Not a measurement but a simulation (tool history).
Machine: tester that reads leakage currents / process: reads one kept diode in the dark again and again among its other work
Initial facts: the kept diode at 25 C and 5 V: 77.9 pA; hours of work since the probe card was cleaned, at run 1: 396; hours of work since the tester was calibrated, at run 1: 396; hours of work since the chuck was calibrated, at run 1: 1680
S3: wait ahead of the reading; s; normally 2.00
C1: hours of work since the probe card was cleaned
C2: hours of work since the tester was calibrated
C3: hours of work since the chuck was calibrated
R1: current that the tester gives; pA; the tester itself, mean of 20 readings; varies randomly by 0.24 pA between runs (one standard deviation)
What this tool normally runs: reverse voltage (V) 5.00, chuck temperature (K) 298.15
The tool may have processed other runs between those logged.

run 1 hour=0.0 | reverse_voltage_(V)=5.00 chuck_temperature_(K)=298.15 S3=2.00 | C1=396 C2=396 C3=1680 | R1=78.58
run 2 hour=45.7 | reverse_voltage_(V)=7.55 chuck_temperature_(K)=298.15 S3=2.00 | C1=432 C2=432 C3=1716 | R1=89.87
run 3 hour=96.2 | reverse_voltage_(V)=7.55 chuck_temperature_(K)=298.15 S3=2.00 | C1=472 C2=472 C3=1756 | R1=90.20
run 4 hour=154.8 | reverse_voltage_(V)=7.55 chuck_temperature_(K)=298.15 S3=2.00 | C1=518 C2=518 C3=1803 | R1=90.45
run 5 hour=210.9 | reverse_voltage_(V)=5.00 chuck_temperature_(K)=298.15 S3=5.90 | C1=563 C2=563 C3=1847 | R1=77.89
run 6 hour=266.6 | reverse_voltage_(V)=5.00 chuck_temperature_(K)=298.15 S3=5.90 | C1=607 C2=607 C3=1891 | R1=77.77
run 7 hour=297.6 | reverse_voltage_(V)=5.00 chuck_temperature_(K)=298.15 S3=5.90 | C1=631 C2=631 C3=1915 | R1=77.90
run 8 hour=340.0 | reverse_voltage_(V)=5.00 chuck_temperature_(K)=298.15 S3=2.00 | C1=665 C2=665 C3=1949 | R1=78.26
run 9 hour=379.3 | reverse_voltage_(V)=5.00 chuck_temperature_(K)=298.15 S3=2.00 | C1=696 C2=696 C3=1980 | R1=78.88
run 10 hour=407.8 | reverse_voltage_(V)=5.00 chuck_temperature_(K)=298.15 S3=2.00 | C1=718 C2=718 C3=2002 | R1=78.75
run 11 hour=451.4 | reverse_voltage_(V)=5.00 chuck_temperature_(K)=298.15 S3=2.00 | C1=753 C2=753 C3=2037 | R1=78.56
run 12 hour=482.8 | reverse_voltage_(V)=8.76 chuck_temperature_(K)=297.15 S3=2.00 | C1=777 C2=777 C3=2061 | R1=86.36
run 13 hour=527.9 | reverse_voltage_(V)=1.43 chuck_temperature_(K)=297.15 S3=0.68 | C1=813 C2=813 C3=2097 | R1=48.32
run 14 hour=576.8 | reverse_voltage_(V)=1.43 chuck_temperature_(K)=297.15 S3=0.68 | C1=852 C2=852 C3=2136 | R1=48.36
run 15 hour=640.1 | reverse_voltage_(V)=1.43 chuck_temperature_(K)=297.15 S3=3.43 | C1=902 C2=902 C3=2186 | R1=47.61
run 16 hour=707.6 | reverse_voltage_(V)=5.00 chuck_temperature_(K)=298.15 S3=0.37 | C1=955 C2=955 C3=2239 | R1=82.27
run 17 hour=747.7 | reverse_voltage_(V)=1.08 chuck_temperature_(K)=320.15 S3=7.24 | C1=987 C2=987 C3=2271 | R1=340.24
run 18 hour=798.9 | reverse_voltage_(V)=1.08 chuck_temperature_(K)=320.15 S3=7.24 | C1=1027 C2=1027 C3=2311 | R1=340.02
run 19 hour=863.6 | reverse_voltage_(V)=1.08 chuck_temperature_(K)=320.15 S3=7.24 | C1=1078 C2=1078 C3=2362 | R1=339.87
run 20 hour=918.7 | reverse_voltage_(V)=1.08 chuck_temperature_(K)=312.15 S3=0.41 | C1=1122 C2=1122 C3=2406 | R1=172.20
run 21 hour=977.8 | reverse_voltage_(V)=1.08 chuck_temperature_(K)=312.15 S3=0.41 | C1=1168 C2=1168 C3=2452 | R1=173.37
-- hour=1024.9 chuck's temperature calibrated
run 22 hour=1046.6 | reverse_voltage_(V)=5.00 chuck_temperature_(K)=311.15 S3=2.00 | C1=1221 C2=1221 C3=17 | R1=258.98

Here are 4 independent what-if runs from the current tool condition. What would each one return?
run A hour=1080.5 | reverse_voltage_(V)=5.00 chuck_temperature_(K)=315.15 S3=2.76 | C1=1248 C2=1248 C3=44 | R1=?
run B hour=1080.5 | reverse_voltage_(V)=1.78 chuck_temperature_(K)=314.15 S3=9.80 | C1=1248 C2=1248 C3=44 | R1=?
run C hour=1080.5 | reverse_voltage_(V)=12.74 chuck_temperature_(K)=295.15 S3=5.04 | C1=1248 C2=1248 C3=44 | R1=?
run D hour=1080.5 | reverse_voltage_(V)=1.57 chuck_temperature_(K)=306.15 S3=2.00 | C1=1248 C2=1248 C3=44 | R1=?

run=A R1=363.96
run=B R1=241.01
run=C R1=79.12
run=D R1=114.06
Without the tool's unlogged condition, the same runs would have read:
run=A R1=364.03
run=B R1=241.06
run=C R1=79.09
run=D R1=114.08

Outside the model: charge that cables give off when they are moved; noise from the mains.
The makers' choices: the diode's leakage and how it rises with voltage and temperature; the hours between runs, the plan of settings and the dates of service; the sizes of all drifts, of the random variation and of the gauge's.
